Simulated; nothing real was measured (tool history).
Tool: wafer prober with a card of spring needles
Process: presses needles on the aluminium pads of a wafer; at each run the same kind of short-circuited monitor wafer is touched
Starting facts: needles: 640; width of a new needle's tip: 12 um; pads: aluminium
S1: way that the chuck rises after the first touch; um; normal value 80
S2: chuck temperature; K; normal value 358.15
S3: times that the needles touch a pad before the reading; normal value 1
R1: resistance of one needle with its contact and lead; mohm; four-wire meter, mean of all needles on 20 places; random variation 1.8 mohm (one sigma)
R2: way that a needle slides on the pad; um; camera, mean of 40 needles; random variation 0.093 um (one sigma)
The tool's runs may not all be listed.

run   hour  S1      S2  S3   R1     R2
  1    0.0  80  358.15   1  221  13.65
       3.3  -- tips cleaned on abrasive film
      12.8  -- tips cleaned on abrasive film
  2   12.8  80  358.15   1  195  13.79
      23.2  -- tips cleaned on abrasive film
  3   31.5  80  358.15   1  218  13.80
      32.7  -- tips cleaned on abrasive film
      42.7  -- tips cleaned on abrasive film
  4   47.0  80  334.15   1  210  13.75
      51.6  -- tips cleaned on abrasive film
      60.7  -- tips cleaned on abrasive film
  5   60.7  80  334.15   1  195  13.60
      68.0  -- height of the first contact set anew
      70.1  -- tips cleaned on abrasive film
  6   74.9  80  334.15   1  208  13.31
      79.7  -- tips cleaned on abrasive film
      89.0  -- tips cleaned on abrasive film
  7   95.1  80  334.15   1  213  13.31
      97.8  -- tips cleaned on abrasive film
  8  106.2  80  334.15   1  215  13.20
     107.3  -- tips cleaned on abrasive film
     116.6  -- tips cleaned on abrasive film
  9  125.1  80  379.15   1  230  13.09
     126.6  -- tips cleaned on abrasive film
     135.6  -- tips cleaned on abrasive film
 10  140.3  80  379.15   1  216  13.18
     145.9  -- tips cleaned on abrasive film
 11  151.7  63  309.15   1  218  10.15
     154.8  -- tips cleaned on abrasive film
 12  162.5  80  299.15   2  199  13.14

What does the tool deliver on the next run?
     164.2  -- tips cleaned on abrasive film
     173.1  -- tips cleaned on abrasive film
     178.1  -- height of the first contact set anew, once more
 13  178.1  86  370.15   2   ?   ?

{"run 13": {"R1": 203, "R2": 15.66}}
Had the tool carried no hidden state, the very same run would have given R1 196 mohm, R2 15.66 um.

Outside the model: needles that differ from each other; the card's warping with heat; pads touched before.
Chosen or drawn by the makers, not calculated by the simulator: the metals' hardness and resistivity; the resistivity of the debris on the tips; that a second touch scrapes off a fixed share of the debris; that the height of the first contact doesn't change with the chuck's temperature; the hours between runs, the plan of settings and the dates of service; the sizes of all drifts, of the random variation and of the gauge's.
